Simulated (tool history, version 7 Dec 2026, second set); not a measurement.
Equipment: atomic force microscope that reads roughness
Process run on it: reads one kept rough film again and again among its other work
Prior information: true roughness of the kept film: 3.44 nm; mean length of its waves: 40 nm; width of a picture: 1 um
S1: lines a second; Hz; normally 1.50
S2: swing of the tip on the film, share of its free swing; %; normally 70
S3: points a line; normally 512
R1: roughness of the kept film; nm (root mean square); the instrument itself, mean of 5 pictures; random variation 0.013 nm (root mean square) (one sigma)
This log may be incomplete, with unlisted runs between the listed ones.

run   hour    S1  S2   S3     R1
  1    0.0  1.50  70  512  2.936
  2   39.9  1.50  70  512  2.924
  3   90.1  1.50  70  512  2.882
  4  120.6  1.74  70  512  2.772
  5  179.3  1.74  70  512  2.761
  6  232.8  0.75  70  512  2.850
     239.8  -- new tip fitted
  7  278.9  0.75  70  512  3.078
  8  319.1  0.75  70  512  3.057
  9  374.0  0.75  70  512  2.968
 10  414.9  0.75  70  498  2.924
 11  451.0  0.75  70  498  2.908
 12  499.5  0.75  70  498  2.879
 13  539.8  3.48  82  512  2.164
     553.1  -- new tip fitted
 14  589.4  3.48  82  512  2.364
 15  636.5  3.48  82  512  2.315
 16  668.9  2.92  62  512  2.858
 17  693.7  2.92  62  512  2.829
 18  727.0  1.74  70  512  2.809
 19  784.5  1.74  89  817  2.388

Here are 5 independent what-if runs from the current tool condition. What would each one return?
  A  836.7  0.77  77  817   ?
  B  836.7  1.50  70  948   ?
  C  836.7  0.97  65  525   ?
  D  836.7  1.74  89  787   ?
  E  836.7  1.74  89  476   ?

run     R1
  A  2.775
  B  2.750
  C  2.865
  D  2.383
  E  2.373
With no hidden state in the tool, these same runs would have given:
run     R1
  A  3.022
  B  2.995
  C  3.119
  D  2.595
  E  2.585

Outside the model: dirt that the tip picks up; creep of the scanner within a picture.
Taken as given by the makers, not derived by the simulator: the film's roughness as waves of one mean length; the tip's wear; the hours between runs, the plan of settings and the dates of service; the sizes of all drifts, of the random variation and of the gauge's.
